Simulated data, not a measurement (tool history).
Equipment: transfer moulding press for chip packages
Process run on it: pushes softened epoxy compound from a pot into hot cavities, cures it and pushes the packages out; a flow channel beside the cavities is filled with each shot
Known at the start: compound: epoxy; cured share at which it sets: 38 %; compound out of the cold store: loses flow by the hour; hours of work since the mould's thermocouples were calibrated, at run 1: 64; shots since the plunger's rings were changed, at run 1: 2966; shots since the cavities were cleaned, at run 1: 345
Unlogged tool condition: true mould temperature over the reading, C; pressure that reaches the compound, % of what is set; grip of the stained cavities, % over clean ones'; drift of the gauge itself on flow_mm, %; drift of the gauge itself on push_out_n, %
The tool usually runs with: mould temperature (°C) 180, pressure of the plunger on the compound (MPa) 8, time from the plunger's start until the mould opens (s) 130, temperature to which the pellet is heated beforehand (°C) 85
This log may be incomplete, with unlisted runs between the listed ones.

run,hour,mould temperature (°C),pressure of the plunger on the compound (MPa),time from the plunger's start until the mould opens (s),temperature to which the pellet is heated beforehand (°C),hours of work since the mould's thermocouples were calibrated,shots since the plunger's rings were changed,shots since the cavities were cleaned,incoming compound's hours out of the cold store,length that the compound runs in the flow channel (mm),greatest force on the pins that push the packages out (N)
1,0,180,8,130,85,64,2966,345,32.7,694,569
2,15.8,180,8,130,85,76,3128,507,43.9,674,573
# hour 20.4: cavities cleaned with cleaning compound and waxed
3,34.2,180,8,130,85,88,3303,142,11.9,746,599
4,47.9,180,8,130,85,98,3444,283,17.7,733,584
5,59.6,180,8,130,85,107,3564,403,29.4,702,591
# hour 74.1: cavities cleaned with cleaning compound and waxed
6,74.1,180,8,130,85,116,3699,0,13.2,741,605
7,93.2,180,8,130,85,130,3895,196,43.5,674,563
8,102,180,8,130,92,137,3986,287,41.5,676,565
9,111,180,8,114,85,143,4078,379,47.2,661,734
10,121.5,178,8,130,85,151,4186,487,46.5,667,620
# hour 129: cavities cleaned with cleaning compound and waxed
11,134.5,178,8,130,85,159,4304,56,13.2,748,694
12,143.1,178,8,130,85,166,4393,145,36.2,692,645
13,158.5,180,9.04,130,85,177,4552,304,46.5,705,580
14,173.7,177,8,130,85,188,4708,460,40.5,683,678
# hour 183.1: cavities cleaned with cleaning compound and waxed
15,187.9,177,8,130,85,197,4839,50,27,716,669
16,201.3,177,8,130,85,207,4977,188,8.6,758,739
17,211.2,177,8,130,85,214,5079,290,40.1,687,675
18,222.1,181,8,113,85,222,5191,402,42,671,694
# hour 237.9: cavities cleaned with cleaning compound and waxed
19,241.5,181,8,139,85,236,5375,37,30.7,699,493
20,250.7,181,8,139,85,242,5470,132,20.9,722,497
21,261.4,181,8,152,85,250,5580,242,14.3,737,478
22,279.8,178,8,165,85,264,5769,431,47,666,478
# hour 293: cavities cleaned with cleaning compound and waxed
23,296.5,180,8,130,91,275,5925,35,32.6,693,563
24,305.1,180,7.31,130,88,281,6014,124,10.8,711,605
25,319.4,180,7.31,130,88,292,6161,271,34.9,659,605

What does the tool deliver on the next run?
26,338.4,180,7.09,130,88,305,6357,467,28.1,?,?

Run 26 measured length that the compound runs in the flow channel (mm) 666, greatest force on the pins that push the packages out (N) 582.
Without the tool's hidden state the same run would have given length that the compound runs in the flow channel (mm) 667, greatest force on the pins that push the packages out (N) 578.
